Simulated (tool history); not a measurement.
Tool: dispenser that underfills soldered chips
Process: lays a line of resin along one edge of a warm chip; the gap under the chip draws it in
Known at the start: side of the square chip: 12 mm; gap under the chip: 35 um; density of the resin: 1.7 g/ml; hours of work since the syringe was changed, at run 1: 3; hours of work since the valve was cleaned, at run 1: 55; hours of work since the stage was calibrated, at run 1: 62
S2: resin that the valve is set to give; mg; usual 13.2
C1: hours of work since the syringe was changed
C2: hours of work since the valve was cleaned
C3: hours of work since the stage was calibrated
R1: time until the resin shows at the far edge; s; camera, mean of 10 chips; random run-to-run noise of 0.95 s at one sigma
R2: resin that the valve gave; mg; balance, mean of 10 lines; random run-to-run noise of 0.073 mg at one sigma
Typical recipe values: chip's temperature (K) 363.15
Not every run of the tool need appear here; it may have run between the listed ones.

Run 1, hour 0.0: usual settings; C1 3; C2 55; C3 62. Result: R1 114.1 s, R2 12.90 mg.
Run 2, hour 2.8: usual settings; C1 5; C2 56; C3 64. Result: R1 125.5 s, R2 12.88 mg.
Run 3, hour 6.0: usual settings but S2 13.6 mg; C1 7; C2 58; C3 66. Result: R1 138.3 s, R2 13.25 mg.
Run 4, hour 10.9: usual settings; C1 10; C2 61; C3 69. Result: R1 170.5 s, R2 12.75 mg.
At hour 12.4: new syringe of resin.
Run 5, hour 13.9: usual settings; C1 1; C2 63; C3 71. Result: R1 98.9 s, R2 12.82 mg.
Run 6, hour 18.8: usual settings; C1 4; C2 66; C3 74. Result: R1 118.8 s, R2 12.61 mg.
Run 7, hour 23.5: usual settings; C1 7; C2 69; C3 77. Result: R1 140.6 s, R2 12.72 mg.
Run 8, hour 27.5: usual settings but chip's temperature (K) 357.15; C1 9; C2 72; C3 79. Result: R1 214.4 s, R2 12.61 mg.
At hour 30.4: new syringe of resin.
Run 9, hour 31.3: usual settings but chip's temperature (K) 369.15; C1 1; C2 74; C3 81. Result: R1 71.0 s, R2 12.81 mg.
Run 10, hour 37.0: usual settings but chip's temperature (K) 369.15; C1 4; C2 77; C3 85. Result: R1 88.3 s, R2 12.59 mg.
Run 11, hour 41.5: usual settings but chip's temperature (K) 369.15; C1 7; C2 80; C3 88. Result: R1 106.8 s, R2 12.67 mg.
Run 12, hour 44.0: usual settings but chip's temperature (K) 369.15; C1 8; C2 82; C3 89. Result: R1 116.2 s, R2 12.66 mg.
Run 13, hour 47.2: usual settings but chip's temperature (K) 369.15; C1 10; C2 84; C3 91. Result: R1 132.3 s, R2 12.69 mg.
At hour 48.0: new syringe of resin.
Run 14, hour 50.4: usual settings but chip's temperature (K) 369.15; C1 1; C2 85; C3 93. Result: R1 76.9 s, R2 12.72 mg.
Run 15, hour 55.4: usual settings but chip's temperature (K) 369.15; C1 5; C2 89; C3 96. Result: R1 95.1 s, R2 12.52 mg.
Run 16, hour 58.9: usual settings but chip's temperature (K) 357.15; C1 7; C2 91; C3 98. Result: R1 184.2 s, R2 12.61 mg.
Run 17, hour 64.0: usual settings; C1 10; C2 94; C3 102. Result: R1 170.7 s, R2 12.62 mg.
At hour 65.9: new syringe of resin.
Run 18, hour 68.9: usual settings; C1 2; C2 97; C3 105. Result: R1 104.6 s, R2 12.62 mg.
Run 19, hour 74.1: usual settings; C1 5; C2 100; C3 108. Result: R1 130.3 s, R2 12.58 mg.
Run 20, hour 78.9: usual settings but chip's temperature (K) 349.15, S2 14.0 mg; C1 8; C2 103; C3 111. Result: R1 302.9 s, R2 13.25 mg.
Run 21, hour 81.3: usual settings but chip's temperature (K) 349.15, S2 14.0 mg; C1 10; C2 105; C3 112. Result: R1 330.0 s, R2 13.27 mg.
At hour 83.7: new syringe of resin.
Run 22, hour 84.3: usual settings but chip's temperature (K) 370.15, S2 12.7 mg; C1 0; C2 106; C3 114. Result: R1 67.3 s, R2 11.91 mg.
Run 23, hour 89.7: usual settings but chip's temperature (K) 354.15, S2 12.6 mg; C1 4; C2 110; C3 117. Result: R1 179.6 s, R2 11.81 mg.
Run 24, hour 92.3: usual settings but chip's temperature (K) 354.15, S2 11.7 mg; C1 5; C2 111; C3 119. Result: R1 209.5 s, R2 10.90 mg.
Run 25, hour 97.9: usual settings but chip's temperature (K) 354.15, S2 11.7 mg; C1 9; C2 115; C3 122. Result: R1 253.7 s, R2 10.99 mg.
At hour 101.3: new syringe of resin.
Run 26, hour 103.6: usual settings but chip's temperature (K) 354.15, S2 11.7 mg; C1 1; C2 118; C3 126. Result: R1 163.0 s, R2 10.83 mg.
At hour 105.1: dispensing valve cleaned and set on the balance.
Run 27, hour 108.7: usual settings but chip's temperature (K) 354.15, S2 11.7 mg; C1 4; C2 2; C3 128. Result: R1 191.0 s, R2 11.80 mg.
Run 28, hour 113.0: usual settings but chip's temperature (K) 354.15, S2 11.7 mg; C1 7; C2 5; C3 131. Result: R1 219.2 s, R2 11.72 mg.
Run 29, hour 117.2: usual settings but chip's temperature (K) 354.15, S2 11.7 mg; C1 9; C2 8; C3 134. Result: R1 260.1 s, R2 11.68 mg.

Predict the results of run 30:
At hour 120.1: new syringe of resin.
Run 30, hour 123.0: usual settings but chip's temperature (K) 354.15, S2 11.7 mg; C1 2; C2 11; C3 137. Result: R1 ?, R2 ?.

Run 30 came out at R1 165.2 s, R2 11.67 mg.
On a tool with no hidden condition, and with the same random variation, this run would have come out at R1 142.3 s, R2 11.74 mg.

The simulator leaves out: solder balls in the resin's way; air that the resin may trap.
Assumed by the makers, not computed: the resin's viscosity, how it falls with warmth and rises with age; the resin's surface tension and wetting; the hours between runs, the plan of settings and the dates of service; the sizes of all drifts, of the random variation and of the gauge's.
